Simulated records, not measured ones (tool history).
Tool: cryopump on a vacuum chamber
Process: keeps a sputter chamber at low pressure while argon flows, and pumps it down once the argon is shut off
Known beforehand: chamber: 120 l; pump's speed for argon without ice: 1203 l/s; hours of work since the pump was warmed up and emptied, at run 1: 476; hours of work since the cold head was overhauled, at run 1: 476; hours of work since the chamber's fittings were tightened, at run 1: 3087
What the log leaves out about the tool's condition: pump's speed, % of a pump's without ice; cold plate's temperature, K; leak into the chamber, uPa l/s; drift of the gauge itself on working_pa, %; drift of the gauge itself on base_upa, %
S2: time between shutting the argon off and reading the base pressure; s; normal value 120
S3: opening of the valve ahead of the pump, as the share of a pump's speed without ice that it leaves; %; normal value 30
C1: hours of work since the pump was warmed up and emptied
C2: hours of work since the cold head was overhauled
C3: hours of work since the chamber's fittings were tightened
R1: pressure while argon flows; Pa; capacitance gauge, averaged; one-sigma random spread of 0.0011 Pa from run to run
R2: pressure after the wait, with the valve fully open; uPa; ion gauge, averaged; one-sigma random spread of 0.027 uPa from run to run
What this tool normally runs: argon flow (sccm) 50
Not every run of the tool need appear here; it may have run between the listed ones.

run 1 hour=0 | argon_flow_(sccm)=50 S2=120 S3=30 | C1=476 C2=476 C3=3087 | R1=0.2554 R2=4.78
run 2 hour=18.7 | argon_flow_(sccm)=50 S2=120 S3=30 | C1=491 C2=491 C3=3103 | R1=0.2565 R2=5.04
run 3 hour=36.7 | argon_flow_(sccm)=50 S2=120 S3=30 | C1=506 C2=506 C3=3118 | R1=0.2576 R2=5
run 4 hour=48.4 | argon_flow_(sccm)=84 S2=120 S3=30 | C1=516 C2=516 C3=3127 | R1=0.4316 R2=5.11
run 5 hour=69 | argon_flow_(sccm)=84 S2=120 S3=30 | C1=533 C2=533 C3=3145 | R1=0.4373 R2=5.18
run 6 hour=82.6 | argon_flow_(sccm)=84 S2=120 S3=30 | C1=544 C2=544 C3=3156 | R1=0.439 R2=5.13
run 7 hour=96.6 | argon_flow_(sccm)=83 S2=120 S3=30 | C1=556 C2=556 C3=3168 | R1=0.4345 R2=5.35
run 8 hour=105.8 | argon_flow_(sccm)=83 S2=120 S3=30 | C1=564 C2=564 C3=3175 | R1=0.4354 R2=5.29
-- hour=119.9 pump warmed up, emptied and cooled again
run 9 hour=126 | argon_flow_(sccm)=83 S2=120 S3=30 | C1=5 C2=576 C3=3188 | R1=0.3894 R2=4.17
run 10 hour=143.9 | argon_flow_(sccm)=50 S2=120 S3=30 | C1=20 C2=591 C3=3203 | R1=0.2374 R2=4.03
run 11 hour=157 | argon_flow_(sccm)=50 S2=120 S3=30 | C1=31 C2=602 C3=3214 | R1=0.2371 R2=4.24
run 12 hour=167.1 | argon_flow_(sccm)=50 S2=120 S3=30 | C1=39 C2=611 C3=3222 | R1=0.2378 R2=4.21
run 13 hour=187.5 | argon_flow_(sccm)=32 S2=120 S3=28 | C1=56 C2=628 C3=3239 | R1=0.1633 R2=4.31
run 14 hour=202.5 | argon_flow_(sccm)=32 S2=84 S3=26 | C1=69 C2=640 C3=3251 | R1=0.1743 R2=4.73

Forecast run 15:
run 15 hour=221.8 | argon_flow_(sccm)=32 S2=84 S3=26 | C1=85 C2=656 C3=3267 | R1=? R2=?

R1: 0.1763 Pa
R2: 4.69 uPa
With no hidden state in the tool, this same run would have given R1 0.1734 Pa, R2 1.61 uPa.
